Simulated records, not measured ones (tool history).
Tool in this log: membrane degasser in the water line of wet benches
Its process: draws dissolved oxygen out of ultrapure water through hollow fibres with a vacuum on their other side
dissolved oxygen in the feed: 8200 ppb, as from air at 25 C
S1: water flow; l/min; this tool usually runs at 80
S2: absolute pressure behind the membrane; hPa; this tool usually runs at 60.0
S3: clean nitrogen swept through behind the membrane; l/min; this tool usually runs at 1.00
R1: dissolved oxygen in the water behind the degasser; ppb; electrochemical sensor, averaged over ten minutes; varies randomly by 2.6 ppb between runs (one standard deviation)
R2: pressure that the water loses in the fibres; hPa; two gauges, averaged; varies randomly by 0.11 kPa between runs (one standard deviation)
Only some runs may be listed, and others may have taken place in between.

run,hour,S1,S2,S3,R1,R2
1,0.0,80,60.0,1.00,396.5,281.2
2,41.6,80,60.0,1.00,393.2,281.6
3,87.1,80,60.0,1.00,389.3,280.7
4,108.0,94,60.0,1.00,443.1,329.6
5,133.6,94,60.0,1.00,442.3,330.8
6,167.5,77,60.0,1.00,382.0,269.8
7,200.5,80,60.0,1.00,390.2,280.4
8,240.2,80,60.0,1.00,392.6,280.7
9,277.0,108,54.8,2.43,257.9,379.7
10,310.4,97,54.8,0.60,494.0,340.7
# hour 331.6: seals of the vacuum lines changed
11,339.0,67,60.0,0.47,526.8,234.7
12,382.2,48,80.3,0.46,724.5,171.1
13,421.1,56,44.0,0.85,149.4,196.1
14,455.4,54,37.3,2.02,41.1,188.2
15,492.3,77,37.3,0.54,128.6,269.9

What if the next run were any one of these 5? Each begins from the tool's condition after run 15:
A,536.7,87,57.0,1.00,?,?
B,536.7,116,73.0,2.07,?,?
C,536.7,71,37.3,1.49,?,?
D,536.7,57,37.3,0.54,?,?
E,536.7,78,141.6,0.54,?,?

run,R1,R2
A,381.4,306.6
B,480.4,408.4
C,72.7,249.4
D,96.1,199.9
E,1840.6,272.7
The same runs, with their run-to-run variation unchanged, on a tool lacking any hidden condition would have given:
run,R1,R2
A,381.2,306.5
B,480.3,408.4
C,72.6,249.4
D,95.9,199.9
E,1840.4,272.7
